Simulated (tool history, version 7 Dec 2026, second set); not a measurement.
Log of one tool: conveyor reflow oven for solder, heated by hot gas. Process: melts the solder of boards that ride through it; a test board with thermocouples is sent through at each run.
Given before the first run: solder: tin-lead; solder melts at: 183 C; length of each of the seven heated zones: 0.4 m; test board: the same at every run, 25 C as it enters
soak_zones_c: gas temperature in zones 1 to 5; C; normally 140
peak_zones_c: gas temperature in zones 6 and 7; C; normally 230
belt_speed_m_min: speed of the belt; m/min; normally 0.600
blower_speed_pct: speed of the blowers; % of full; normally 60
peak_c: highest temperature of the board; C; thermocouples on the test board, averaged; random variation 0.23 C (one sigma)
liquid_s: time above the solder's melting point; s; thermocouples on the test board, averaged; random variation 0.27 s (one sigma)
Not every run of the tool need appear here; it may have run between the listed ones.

run	day	soak_zones_c	peak_zones_c	belt_speed_m_min	blower_speed_pct	peak_c	liquid_s
1	0.000	140	230	0.600	60	214.8	59.6
2	0.433	144	230	0.600	60	215.9	61.7
3	0.871	144	243	0.600	60	226.9	69.4
4	1.529	140	230	0.600	60	214.9	59.1
5	1.967	140	230	0.600	60	215.3	59.3
6	2.812	140	230	0.600	60	214.9	59.3
7	3.238	140	230	0.600	60	215.0	59.4
8	3.804	140	230	0.600	60	214.7	59.0
9	4.433	140	230	0.600	60	215.0	59.1
10	5.004	140	230	0.600	84	218.6	63.1
11	5.479	147	230	0.600	60	216.2	63.1
12	5.912	140	230	0.600	60	214.7	59.3
13	6.312	140	230	0.600	60	214.9	59.6
14	6.758	140	223	0.600	60	208.9	53.4
15	7.417	142	230	0.600	58	214.6	59.9
16	8.000	142	230	0.600	58	215.2	59.5
17	8.350	131	232	0.563	90	221.4	65.9
18	8.758	138	228	0.549	64	216.0	65.2
19	9.783	137	238	0.600	76	224.4	65.4
20	10.638	137	232	0.600	76	219.0	61.4
21	11.104	127	230	0.600	72	215.1	55.3
22	11.525	140	226	0.600	60	211.5	56.4
23	12.183	140	226	0.600	60	211.4	56.5
24	12.700	140	226	0.600	60	211.6	56.6
25	13.383	137	222	0.585	80	211.0	57.2
26	13.746	137	222	0.491	88	215.5	75.6

Between the runs listed above, the log contained 1 entry, not reproduced here. Where in the sequence does each belong, and how does what the log doesn't record of the tool's condition differ from the listed run before to the listed run after?
After run 18, before run 19: flux residue cleaned out of gas plates and filters (day 9.100)
  heat that the gas passes to the board, % of a clean oven's: 98.9 -> 99.9; true gas temperature in zones 6 and 7 over the reading, C: 0.11 -> 0.12

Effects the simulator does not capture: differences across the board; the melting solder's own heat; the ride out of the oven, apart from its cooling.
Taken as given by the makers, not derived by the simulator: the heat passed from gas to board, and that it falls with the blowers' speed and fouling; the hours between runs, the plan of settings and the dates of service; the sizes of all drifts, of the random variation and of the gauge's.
